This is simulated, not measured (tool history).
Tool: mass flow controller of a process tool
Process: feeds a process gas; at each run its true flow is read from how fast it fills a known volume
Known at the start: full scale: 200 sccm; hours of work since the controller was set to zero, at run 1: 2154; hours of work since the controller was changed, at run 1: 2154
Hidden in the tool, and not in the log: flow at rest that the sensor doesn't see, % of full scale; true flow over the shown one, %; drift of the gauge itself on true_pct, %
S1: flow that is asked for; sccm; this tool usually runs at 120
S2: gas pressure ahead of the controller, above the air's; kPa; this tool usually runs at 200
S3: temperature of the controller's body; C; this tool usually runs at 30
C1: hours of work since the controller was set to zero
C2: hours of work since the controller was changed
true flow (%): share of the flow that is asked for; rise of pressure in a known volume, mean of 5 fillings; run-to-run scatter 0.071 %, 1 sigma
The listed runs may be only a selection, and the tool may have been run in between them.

run 1 hour=0 | S1=120 S2=200 S3=30 | C1=2154 C2=2154 | true_flow_(%)=99.27
run 2 hour=235.6 | S1=120 S2=200 S3=30 | C1=2244 C2=2244 | true_flow_(%)=99.53
run 3 hour=453.8 | S1=120 S2=200 S3=30 | C1=2327 C2=2327 | true_flow_(%)=99.46
run 4 hour=687 | S1=120 S2=200 S3=30 | C1=2415 C2=2415 | true_flow_(%)=99.46
run 5 hour=809.2 | S1=120 S2=200 S3=30 | C1=2462 C2=2462 | true_flow_(%)=99.54
run 6 hour=916.2 | S1=120 S2=200 S3=30 | C1=2502 C2=2502 | true_flow_(%)=99.37
run 7 hour=1144 | S1=120 S2=200 S3=30 | C1=2589 C2=2589 | true_flow_(%)=99.44
run 8 hour=1331 | S1=120 S2=216 S3=30 | C1=2660 C2=2660 | true_flow_(%)=99.37
run 9 hour=1526.3 | S1=155 S2=262 S3=33 | C1=2734 C2=2734 | true_flow_(%)=99.86
-- hour=1545.8 controller's zero set anew
run 10 hour=1671.3 | S1=155 S2=230 S3=33 | C1=48 C2=2789 | true_flow_(%)=100.06
run 11 hour=1839.4 | S1=72 S2=186 S3=30 | C1=111 C2=2852 | true_flow_(%)=99.46
run 12 hour=2022.9 | S1=81 S2=199 S3=30 | C1=181 C2=2922 | true_flow_(%)=99.29
run 13 hour=2154.3 | S1=166 S2=184 S3=24 | C1=231 C2=2972 | true_flow_(%)=99.19
run 14 hour=2288.3 | S1=166 S2=184 S3=24 | C1=282 C2=3023 | true_flow_(%)=99.37
-- hour=2301.5 controller's zero set anew, once more
run 15 hour=2516 | S1=120 S2=188 S3=30 | C1=81 C2=3109 | true_flow_(%)=99.1

Some steps in true flow (%), run to run, broken into two amounts with sign: the step expected even without the hidden condition (settings, incoming material, random variation), and the rest, left for the hidden condition together with whatever gauge scatter is not in both the measured and the hidden-condition-free result:
Run 10 -> 11: S1 155 -> 72, S2 230 -> 186, S3 33 -> 30. true flow (%) -0.6: hidden state +0.4, all else -1.
